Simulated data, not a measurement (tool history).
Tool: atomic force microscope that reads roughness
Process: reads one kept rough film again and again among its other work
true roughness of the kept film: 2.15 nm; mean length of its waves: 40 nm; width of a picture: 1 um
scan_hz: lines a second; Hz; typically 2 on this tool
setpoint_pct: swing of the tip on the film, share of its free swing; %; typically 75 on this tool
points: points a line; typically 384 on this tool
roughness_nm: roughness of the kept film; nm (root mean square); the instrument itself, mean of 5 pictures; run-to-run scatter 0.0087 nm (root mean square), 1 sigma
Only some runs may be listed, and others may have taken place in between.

run,hour,scan_hz,setpoint_pct,points,roughness_nm
1,0,2,75,384,1.882
2,27.7,2,75,384,1.86
3,52,2,75,384,1.857
4,76.5,2,75,384,1.825
5,90.8,2,75,384,1.834
# hour 96.3: new tip fitted
6,117.3,2,75,384,1.917
7,143.8,2,75,283,1.907
8,159.7,2,75,283,1.879
9,183.6,2,75,384,1.869
10,203,2,75,384,1.865
11,228.2,1.81,60,315,1.917
# hour 247.3: new tip fitted
12,251.1,3.59,83,256,1.745
13,276.5,1.2,60,414,2.031
14,296.6,1.33,71,910,1.964
15,316.7,1.33,71,910,1.976
16,341.6,1.33,71,910,1.932
17,364.8,1.9,76,996,1.861

The logged runs with the hidden state left out (each run's random variation unchanged):
Hidden state present: radius of the tip, nm; height scale over the true one, %; drift of the gauge itself on roughness_nm, %.
run,roughness_nm
1,1.923
2,1.921
3,1.936
4,1.921
5,1.942
6,1.92
7,1.93
8,1.914
9,1.922
10,1.933
11,2.007
12,1.732
13,2.04
14,1.99
15,2.018
16,1.993
17,1.939
